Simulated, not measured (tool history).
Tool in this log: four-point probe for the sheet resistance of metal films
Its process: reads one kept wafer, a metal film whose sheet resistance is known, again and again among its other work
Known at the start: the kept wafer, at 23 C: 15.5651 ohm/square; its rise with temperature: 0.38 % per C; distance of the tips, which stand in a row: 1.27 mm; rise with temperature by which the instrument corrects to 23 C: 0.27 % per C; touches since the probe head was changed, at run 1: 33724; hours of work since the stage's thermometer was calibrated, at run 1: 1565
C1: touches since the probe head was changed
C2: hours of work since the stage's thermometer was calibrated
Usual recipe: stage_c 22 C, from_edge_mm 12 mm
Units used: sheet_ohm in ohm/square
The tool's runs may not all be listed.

Run 1, hour 0: usual settings; C1 33724; C2 1565. Result: sheet_ohm 15.699248 ohm/square.
Run 2, hour 39.8: usual settings but from_edge_mm 36 mm; C1 34331; C2 1583. Result: sheet_ohm 15.614713 ohm/square.
Run 3, hour 84.8: usual settings but from_edge_mm 36 mm; C1 35017; C2 1603. Result: sheet_ohm 15.617786 ohm/square.
Run 4, hour 139: usual settings but from_edge_mm 36 mm; C1 35844; C2 1628. Result: sheet_ohm 15.61715 ohm/square.
Run 5, hour 163.6: usual settings but from_edge_mm 63 mm; C1 36220; C2 1639. Result: sheet_ohm 15.614448 ohm/square.
Run 6, hour 189.6: usual settings but from_edge_mm 63 mm; C1 36617; C2 1650. Result: sheet_ohm 15.616038 ohm/square.
Run 7, hour 224.8: usual settings but from_edge_mm 63 mm; C1 37153; C2 1666. Result: sheet_ohm 15.618255 ohm/square.
Run 8, hour 278.2: usual settings but stage_c 18 C; C1 37968; C2 1691. Result: sheet_ohm 15.636529 ohm/square.
Run 9, hour 330: usual settings but stage_c 18 C; C1 38758; C2 1714. Result: sheet_ohm 15.636652 ohm/square.
Run 10, hour 383.8: usual settings but stage_c 18 C; C1 39579; C2 1738. Result: sheet_ohm 15.637867 ohm/square.
Run 11, hour 425.4: usual settings but stage_c 18 C; C1 40215; C2 1757. Result: sheet_ohm 15.636448 ohm/square.
Run 12, hour 476.7: usual settings but stage_c 18 C, from_edge_mm 3 mm; C1 40997; C2 1780. Result: sheet_ohm 16.903738 ohm/square.
Run 13, hour 521.6: usual settings but stage_c 18 C, from_edge_mm 3 mm; C1 41682; C2 1801. Result: sheet_ohm 16.901654 ohm/square.
Run 14, hour 574.6: usual settings but stage_c 18 C, from_edge_mm 3 mm; C1 42490; C2 1825. Result: sheet_ohm 16.897756 ohm/square.
Run 15, hour 629.3: usual settings but stage_c 24 C, from_edge_mm 4 mm; C1 43325; C2 1849. Result: sheet_ohm 16.460158 ohm/square.
Run 16, hour 661.2: usual settings but stage_c 23 C, from_edge_mm 6 mm; C1 43813; C2 1864. Result: sheet_ohm 16.005427 ohm/square.
Run 17, hour 710.9: usual settings but stage_c 23 C, from_edge_mm 6 mm; C1 44570; C2 1886. Result: sheet_ohm 16.012823 ohm/square.
Run 18, hour 744.7: usual settings but stage_c 29 C; C1 45086; C2 1902. Result: sheet_ohm 15.840281 ohm/square.
Run 19, hour 796.4: usual settings but stage_c 29 C; C1 45874; C2 1925. Result: sheet_ohm 15.843533 ohm/square.
Run 20, hour 851.4: usual settings but stage_c 29 C; C1 46714; C2 1950. Result: sheet_ohm 15.842788 ohm/square.
Run 21, hour 905: usual settings but stage_c 23 C, from_edge_mm 21 mm; C1 47533; C2 1974. Result: sheet_ohm 15.671675 ohm/square.
Run 22, hour 951.5: usual settings but stage_c 19 C, from_edge_mm 60 mm; C1 48242; C2 1995. Result: sheet_ohm 15.579943 ohm/square.
Run 23, hour 983.3: usual settings but from_edge_mm 15 mm; C1 48727; C2 2010. Result: sheet_ohm 15.689447 ohm/square.
Run 24, hour 1039.6: usual settings but stage_c 24 C, from_edge_mm 74 mm; C1 49585; C2 2035. Result: sheet_ohm 15.665952 ohm/square.
Run 25, hour 1084.6: usual settings but stage_c 24 C, from_edge_mm 74 mm; C1 50272; C2 2055. Result: sheet_ohm 15.670506 ohm/square.

Selected run-to-run steps in sheet_ohm, each split into two signed amounts: the part the tool would show with no hidden state at all (from settings, incoming material and random variation), and the remainder, which goes to the hidden state together with any gauge scatter not common to the measured and the hidden-state-free results:
The hidden state here: inner tips' distance over the nominal, %; tips' flats over new ones', %; wafer's true temperature over the reading, C; drift of the gauge itself on sheet_ohm, %.
Run 11 -> 12: from_edge_mm 12 -> 3. sheet_ohm +1.26729 ohm/square: hidden state +0.006017, all else +1.261273.
Run 15 -> 16: stage_c 24 -> 23, from_edge_mm 4 -> 6. sheet_ohm -0.454731 ohm/square: hidden state -0.001292, all else -0.453439.
Run 22 -> 23: stage_c 19 -> 22, from_edge_mm 60 -> 15. sheet_ohm +0.109504 ohm/square: hidden state +0.001669, all else +0.107835.

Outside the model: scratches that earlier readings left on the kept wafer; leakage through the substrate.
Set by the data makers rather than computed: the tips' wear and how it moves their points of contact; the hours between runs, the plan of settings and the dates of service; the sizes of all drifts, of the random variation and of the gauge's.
